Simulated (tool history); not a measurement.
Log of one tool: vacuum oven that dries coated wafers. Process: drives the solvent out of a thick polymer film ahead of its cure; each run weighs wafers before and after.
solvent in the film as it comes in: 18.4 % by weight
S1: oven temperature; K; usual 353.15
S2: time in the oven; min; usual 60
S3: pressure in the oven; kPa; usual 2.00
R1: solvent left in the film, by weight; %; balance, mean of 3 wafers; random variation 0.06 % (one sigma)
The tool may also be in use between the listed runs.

run,hour,S1,S2,S3,R1
1,0.0,353.15,60,2.00,3.68
2,16.2,366.15,60,2.00,1.89
3,39.1,366.15,60,2.00,1.98
4,58.7,366.15,60,2.00,1.81
5,87.3,353.15,60,1.77,3.35
6,117.3,353.15,60,1.77,3.29
7,131.1,353.15,43,1.77,4.03
8,158.5,353.15,60,6.52,10.37
9,180.2,353.15,60,6.52,10.22
10,194.2,353.15,69,6.52,10.29
11,216.3,353.15,69,6.52,10.39
12,233.3,353.15,69,6.52,10.10
13,251.6,353.15,79,2.00,3.50
14,281.4,349.15,60,2.00,4.68
15,295.5,349.15,60,2.00,4.90
16,317.7,349.15,78,2.00,4.35
17,334.4,353.15,60,2.00,3.79
18,353.7,353.15,71,1.27,2.40
19,380.7,353.15,72,2.20,3.95
20,402.2,362.15,90,3.31,3.68
21,424.4,353.15,37,1.03,3.66
22,437.5,361.15,30,1.43,2.92
23,463.8,350.15,85,2.00,3.95
24,481.3,368.15,45,2.00,1.92
25,497.2,343.15,86,6.26,15.10
26,512.7,353.15,60,5.57,8.98
27,535.0,360.15,60,4.21,5.24
28,549.8,353.15,60,1.82,3.53
# hour 553.6: oven's thermocouples calibrated
29,580.4,367.15,60,2.00,1.89
30,602.9,367.15,60,2.00,1.95
31,625.2,353.15,40,2.00,4.77
32,644.9,362.15,60,4.69,5.30
33,668.4,347.15,60,4.69,9.76

3 ways to go on from here, each from the tool as it stands after run 33. What would each give?
A,692.3,367.15,64,5.26,?
B,692.3,338.15,60,4.69,?
C,692.3,347.15,45,4.69,?

run,R1
A,4.61
B,14.56
C,10.73
Without the tool's hidden state the same runs would have given:
run,R1
A,4.39
B,13.97
C,10.28

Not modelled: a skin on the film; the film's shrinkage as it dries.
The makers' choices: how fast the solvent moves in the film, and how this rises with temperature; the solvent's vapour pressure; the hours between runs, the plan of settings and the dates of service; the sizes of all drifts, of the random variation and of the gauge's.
